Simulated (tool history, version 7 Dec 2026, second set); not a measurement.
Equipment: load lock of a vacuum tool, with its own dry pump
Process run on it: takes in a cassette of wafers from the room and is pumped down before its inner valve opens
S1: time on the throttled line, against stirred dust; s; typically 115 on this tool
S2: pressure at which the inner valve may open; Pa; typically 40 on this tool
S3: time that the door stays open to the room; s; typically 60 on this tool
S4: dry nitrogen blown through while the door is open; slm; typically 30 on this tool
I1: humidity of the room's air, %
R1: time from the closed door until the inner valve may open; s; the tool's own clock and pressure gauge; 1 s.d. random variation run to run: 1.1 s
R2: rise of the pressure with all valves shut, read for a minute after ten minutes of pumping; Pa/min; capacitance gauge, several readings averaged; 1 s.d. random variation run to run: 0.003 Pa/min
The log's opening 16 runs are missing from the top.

Run 17, hour 8144.2: usual settings; I1 46.0. Result: R1 181.4 s, R2 0.319 Pa/min.
Run 18, hour 8561.3: usual settings; I1 45.6. Result: R1 184.2 s, R2 0.340 Pa/min.
Run 19, hour 9267.8: usual settings but S1 154 s, S4 5 slm; I1 45.6. Result: R1 217.0 s, R2 0.404 Pa/min.
At hour 9451.7: door's seal changed, seat wiped.
Run 20, hour 9820.9: usual settings but S1 177 s, S2 43 Pa; I1 42.3. Result: R1 234.1 s, R2 0.019 Pa/min.
Run 21, hour 10424.6: usual settings but S1 177 s, S2 41 Pa, S4 7 slm; I1 45.2. Result: R1 236.9 s, R2 0.044 Pa/min.
Run 22, hour 10810.0: usual settings but S1 177 s, S2 41 Pa, S4 7 slm; I1 45.9. Result: R1 235.5 s, R2 0.050 Pa/min.
At hour 11082.2: dry pump taken out, an overhauled one fitted.
Run 23, hour 11337.5: usual settings but S1 62 s, S2 41 Pa, S4 5 slm; I1 42.7. Result: R1 126.1 s, R2 0.062 Pa/min.
Run 24, hour 11950.1: usual settings but S1 167 s, S2 42 Pa, S4 18 slm; I1 46.7. Result: R1 216.8 s, R2 0.075 Pa/min.
Run 25, hour 12565.6: usual settings but S3 125 s, S4 24 slm; I1 45.9. Result: R1 172.0 s, R2 0.089 Pa/min.
Run 26, hour 13191.9: usual settings but S1 93 s, S2 69 Pa; I1 48.1. Result: R1 150.5 s, R2 0.090 Pa/min.
Run 27, hour 13852.5: usual settings but S1 93 s, S2 69 Pa; I1 45.7. Result: R1 150.4 s, R2 0.116 Pa/min.
Run 28, hour 14519.6: usual settings but S1 93 s, S2 69 Pa, S3 73 s, S4 8 slm; I1 43.3. Result: R1 152.1 s, R2 0.157 Pa/min.
Run 29, hour 14996.2: usual settings but S1 163 s, S2 69 Pa, S3 78 s, S4 19 slm; I1 45.6. Result: R1 208.6 s, R2 0.171 Pa/min.
Run 30, hour 15367.1: usual settings but S2 55 Pa; I1 43.5. Result: R1 173.7 s, R2 0.179 Pa/min.

Alternative continuations, all from the tool just after run 30; predict every row:
Run A, hour 15904.0: usual settings but S2 43 Pa; I1 45.6. Result: R1 ?, R2 ?.
Run B, hour 15904.0: usual settings but S2 29 Pa, S3 33 s, S4 6 slm; I1 46.0. Result: R1 ?, R2 ?.
Run C, hour 15904.0: usual settings but S3 30 s; I1 43.4. Result: R1 ?, R2 ?.

run     R1     R2
  A  177.6  0.198
  B  179.6  0.212
  C  177.6  0.190
Take away the tool's hidden state, keep each run's random variation, and the runs would have read:
run     R1     R2
  A  173.0  0.015
  B  174.8  0.024
  C  173.2  0.007
